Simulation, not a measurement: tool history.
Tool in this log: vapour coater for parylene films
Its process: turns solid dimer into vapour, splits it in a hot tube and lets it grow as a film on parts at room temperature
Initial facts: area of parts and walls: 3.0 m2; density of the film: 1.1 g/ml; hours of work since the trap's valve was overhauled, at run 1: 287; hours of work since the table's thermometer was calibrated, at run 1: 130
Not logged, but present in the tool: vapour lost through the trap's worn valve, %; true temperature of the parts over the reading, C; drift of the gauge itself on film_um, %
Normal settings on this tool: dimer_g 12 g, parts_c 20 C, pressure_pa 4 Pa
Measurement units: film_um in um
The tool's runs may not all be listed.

run	hour	dimer_g	parts_c	pressure_pa	hours of work since the trap's valve was overhauled	hours of work since the table's thermometer was calibrated	film_um
1	0	12	20	4	287	130	2.66
2	13.6	12	20	4	298	141	2.57
3	22.2	12	20	4	304	147	2.56
4	37.8	12	20	4	317	159	2.55
5	50.2	12	20	4	326	169	2.55
6	57.3	12	20	4	332	175	2.55
# hour 62.6: trap's valve overhauled
7	76.6	12	20	4	11	187	2.44
8	89.2	12	20	4	21	197	2.37
9	101.6	12	20	4	31	206	2.41
# hour 119.7: trap's valve overhauled, once more
10	119.9	19	29	2.22	0	218	3.36
11	127.9	17	20	8.05	6	224	3.64
12	134.7	13	20	8.05	12	229	2.85
13	142.5	12	25	5.06	18	235	2.2
14	155.6	12	25	5.06	28	245	2.17
15	169.4	15	20	4	39	256	3.49
16	180.7	7	18	5.5	48	265	1.75
17	191.2	11	21	5.15	56	273	2.42
18	205	9	17	8.05	67	284	2.18

Alternative continuations, all from the tool just after run 18; predict every row:
A	220.8	9	17	11.58	79	297	?
B	220.8	9	17	6.86	79	297	?
C	220.8	6	17	6.44	79	297	?

run	film_um
A	2.09
B	2.22
C	1.47
Stripped of hidden state, with their random variation kept, the same runs would have yielded:
run	film_um
A	2.13
B	2.27
C	1.5
